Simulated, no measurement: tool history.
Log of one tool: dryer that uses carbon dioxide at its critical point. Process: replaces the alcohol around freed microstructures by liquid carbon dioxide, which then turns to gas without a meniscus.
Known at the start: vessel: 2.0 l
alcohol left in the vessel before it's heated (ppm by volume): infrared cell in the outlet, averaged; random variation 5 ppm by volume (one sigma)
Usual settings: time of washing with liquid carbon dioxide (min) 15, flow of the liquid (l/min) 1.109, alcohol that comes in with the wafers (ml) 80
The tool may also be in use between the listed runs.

run,hour,time of washing with liquid carbon dioxide (min),flow of the liquid (l/min),alcohol that comes in with the wafers (ml),alcohol left in the vessel before it's heated (ppm by volume)
1,0,15,1.109,80,64
2,7.2,15,1.109,80,68
3,15.1,15,1.109,80,76
4,21.2,15,1.109,80,82
5,32.1,15,1.109,116,97
6,40.1,15,1.109,116,88
7,49.8,15,1.109,50,67
8,58.9,15,1.109,50,69
9,70.8,15,0.76,50,235
10,78.7,13,0.78,50,364
11,88.1,22,1.73,50,60
12,100.5,22,1.73,25,61
13,106.3,15,1,28,78
14,116.9,18,0.95,80,77

Forecast each of these 4 alternatives for the next run:
A,124.5,12,1.109,42,?
B,124.5,15,1.13,80,?
C,124.5,21,0.94,40,?
D,124.5,12,1.31,80,?

run,alcohol left in the vessel before it's heated (ppm by volume)
A,127
B,77
C,59
D,104
Without the tool's hidden state the same runs would have given:
run,alcohol left in the vessel before it's heated (ppm by volume)
A,64
B,19
C,4
D,45
